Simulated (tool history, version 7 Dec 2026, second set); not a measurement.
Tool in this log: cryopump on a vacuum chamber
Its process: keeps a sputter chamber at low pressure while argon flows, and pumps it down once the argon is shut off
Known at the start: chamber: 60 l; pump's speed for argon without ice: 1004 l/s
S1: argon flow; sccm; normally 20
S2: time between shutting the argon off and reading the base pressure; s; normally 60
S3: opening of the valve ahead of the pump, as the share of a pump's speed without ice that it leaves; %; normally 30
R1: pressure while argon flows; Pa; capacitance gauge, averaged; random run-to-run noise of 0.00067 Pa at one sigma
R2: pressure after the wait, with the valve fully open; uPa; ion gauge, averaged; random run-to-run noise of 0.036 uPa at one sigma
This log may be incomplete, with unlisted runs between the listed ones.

{"run": 1, "hour": 0.0, "S1": 20, "S2": 60, "S3": 30, "R1": 0.1143, "R2": 3.19}
{"run": 2, "hour": 66.9, "S1": 20, "S2": 60, "S3": 30, "R1": 0.1139, "R2": 3.16}
{"run": 3, "hour": 114.4, "S1": 20, "S2": 60, "S3": 30, "R1": 0.116, "R2": 3.15}
{"run": 4, "hour": 174.5, "S1": 20, "S2": 60, "S3": 35, "R1": 0.0981, "R2": 3.19}
{"run": 5, "hour": 242.2, "S1": 20, "S2": 60, "S3": 35, "R1": 0.1, "R2": 3.34}
{"run": 6, "hour": 293.1, "S1": 20, "S2": 60, "S3": 30, "R1": 0.116, "R2": 3.38}
{"run": 7, "hour": 361.3, "S1": 20, "S2": 60, "S3": 30, "R1": 0.1149, "R2": 3.3}
{"run": 8, "hour": 398.7, "S1": 20, "S2": 60, "S3": 30, "R1": 0.1154, "R2": 3.38}
{"run": 9, "hour": 454.0, "S1": 20, "S2": 60, "S3": 30, "R1": 0.117, "R2": 3.33}
{"run": 10, "hour": 485.2, "S1": 20, "S2": 60, "S3": 30, "R1": 0.1165, "R2": 3.49}
{"run": 11, "hour": 529.8, "S1": 20, "S2": 20, "S3": 30, "R1": 0.1164, "R2": 6.86}
{"run": 12, "hour": 596.7, "S1": 20, "S2": 20, "S3": 30, "R1": 0.1167, "R2": 6.85}
{"run": 13, "hour": 649.8, "S1": 20, "S2": 29, "S3": 30, "R1": 0.1171, "R2": 5.36}
{"run": 14, "hour": 711.6, "S1": 20, "S2": 60, "S3": 35, "R1": 0.1029, "R2": 3.53}
{"run": 15, "hour": 776.9, "S1": 20, "S2": 60, "S3": 35, "R1": 0.1007, "R2": 3.55}
{"run": 16, "hour": 843.7, "S1": 20, "S2": 96, "S3": 30, "R1": 0.1184, "R2": 2.95}
{"run": 17, "hour": 902.9, "S1": 20, "S2": 96, "S3": 30, "R1": 0.118, "R2": 3.11}
{"run": 18, "hour": 945.7, "S1": 20, "S2": 60, "S3": 40, "R1": 0.0905, "R2": 3.72}
{"run": 19, "hour": 1001.6, "S1": 20, "S2": 60, "S3": 46, "R1": 0.0804, "R2": 3.86}
{"run": 20, "hour": 1066.7, "S1": 20, "S2": 60, "S3": 46, "R1": 0.0748, "R2": 3.5}
{"run": 21, "hour": 1097.6, "S1": 27, "S2": 60, "S3": 24, "R1": 0.1895, "R2": 3.46}
{"run": 22, "hour": 1128.6, "S1": 20, "S2": 268, "S3": 17, "R1": 0.1981, "R2": 2.2}
{"run": 23, "hour": 1161.1, "S1": 10, "S2": 68, "S3": 49, "R1": 0.0354, "R2": 3.33}
{"run": 24, "hour": 1200.2, "S1": 10, "S2": 68, "S3": 49, "R1": 0.0351, "R2": 3.46}
{"run": 25, "hour": 1239.5, "S1": 20, "S2": 60, "S3": 59, "R1": 0.0584, "R2": 3.58}
{"run": 26, "hour": 1268.5, "S1": 12, "S2": 242, "S3": 28, "R1": 0.0723, "R2": 2.35}
{"run": 27, "hour": 1314.2, "S1": 20, "S2": 60, "S3": 28, "R1": 0.1222, "R2": 3.52}
{"run": 28, "hour": 1370.2, "S1": 20, "S2": 77, "S3": 38, "R1": 0.0902, "R2": 3.23}
{"run": 29, "hour": 1421.6, "S1": 20, "S2": 77, "S3": 38, "R1": 0.0912, "R2": 3.28}
{"run": 30, "hour": 1483.7, "S1": 19, "S2": 77, "S3": 38, "R1": 0.0875, "R2": 3.35}
{"run": 31, "hour": 1523.9, "S1": 19, "S2": 77, "S3": 38, "R1": 0.0871, "R2": 3.38}
{"run": 32, "hour": 1560.8, "S1": 11, "S2": 143, "S3": 33, "R1": 0.0584, "R2": 2.74}
{"run": 33, "hour": 1621.4, "S1": 24, "S2": 70, "S3": 30, "R1": 0.1376, "R2": 3.51}

Not shown here: 1 entry made in the log between runs. Locate each between two listed runs and compare the hidden state at the listed run before it with the hidden state at the listed run after it:
After run 19, before run 20: pump warmed up, emptied and cooled again (hour 1031.5)
  pump's speed, % of a pump's without ice: 84.1 -> 99.3; cold plate's temperature, K: 12.84 -> 12.85; leak into the chamber, uPa l/s: 1756 -> 1775
  what was measured, less what the result would be without the hidden state, R1: +0.0070 -> +0.0008 Pa; R2: +1.87 -> +1.51 uPa
